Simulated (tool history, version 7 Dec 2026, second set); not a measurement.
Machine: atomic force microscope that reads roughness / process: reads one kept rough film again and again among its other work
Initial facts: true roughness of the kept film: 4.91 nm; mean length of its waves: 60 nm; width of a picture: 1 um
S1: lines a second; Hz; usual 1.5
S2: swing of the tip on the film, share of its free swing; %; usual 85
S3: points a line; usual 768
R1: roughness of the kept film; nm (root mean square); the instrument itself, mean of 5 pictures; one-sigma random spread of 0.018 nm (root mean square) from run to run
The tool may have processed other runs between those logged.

Run 1, hour 0: usual settings. Result: R1 4.168 nm (root mean square).
At hour 5.2: new tip fitted.
Run 2, hour 9.1: usual settings. Result: R1 4.505 nm (root mean square).
Run 3, hour 19.2: usual settings. Result: R1 4.451 nm (root mean square).
Run 4, hour 30.6: usual settings but S3 293. Result: R1 4.394 nm (root mean square).
Run 5, hour 46.8: usual settings but S1 0.67 Hz, S3 293. Result: R1 4.44 nm (root mean square).
Run 6, hour 61.4: usual settings but S1 0.67 Hz, S3 293. Result: R1 4.388 nm (root mean square).
Run 7, hour 73.8: usual settings but S1 0.83 Hz, S3 293. Result: R1 4.305 nm (root mean square).
Run 8, hour 89.3: usual settings but S3 631. Result: R1 4.161 nm (root mean square).
At hour 92.9: new tip fitted.
Run 9, hour 96.6: usual settings but S3 631. Result: R1 4.539 nm (root mean square).
Run 10, hour 106.3: usual settings but S1 0.91 Hz, S2 76 %, S3 341. Result: R1 4.579 nm (root mean square).
Run 11, hour 116.3: usual settings but S1 1.7 Hz. Result: R1 4.397 nm (root mean square).
Run 12, hour 131.5: usual settings but S1 3.43 Hz, S2 63 %, S3 352. Result: R1 4.405 nm (root mean square).
Run 13, hour 146.5: usual settings but S1 3.43 Hz, S2 63 %, S3 352. Result: R1 4.35 nm (root mean square).
Run 14, hour 155.2: usual settings but S1 1 Hz, S2 82 %, S3 548. Result: R1 4.379 nm (root mean square).
Run 15, hour 171.3: usual settings but S1 1 Hz, S2 82 %, S3 548. Result: R1 4.293 nm (root mean square).
At hour 181.2: new tip fitted.
Run 16, hour 187: usual settings but S1 1.55 Hz, S2 68 %, S3 399. Result: R1 4.599 nm (root mean square).
Run 17, hour 194.5: usual settings but S1 0.94 Hz, S2 80 %, S3 523. Result: R1 4.572 nm (root mean square).

4 ways to go on from here, each from the tool as it stands after run 17. What would each give?
Run A, hour 203.2: usual settings but S1 0.94 Hz, S2 79 %, S3 615. Result: R1 ?.
Run B, hour 203.2: usual settings but S1 3.56 Hz, S2 84 %, S3 538. Result: R1 ?.
Run C, hour 203.2: usual settings but S1 2.61 Hz, S2 59 %, S3 921. Result: R1 ?.
Run D, hour 203.2: usual settings but S2 70 %, S3 691. Result: R1 ?.

run     R1
  A  4.528
  B  4.177
  C  4.538
  D  4.523
Had the tool no hidden state, the same runs would have come out as:
run     R1
  A  4.609
  B  4.251
  C  4.619
  D  4.603

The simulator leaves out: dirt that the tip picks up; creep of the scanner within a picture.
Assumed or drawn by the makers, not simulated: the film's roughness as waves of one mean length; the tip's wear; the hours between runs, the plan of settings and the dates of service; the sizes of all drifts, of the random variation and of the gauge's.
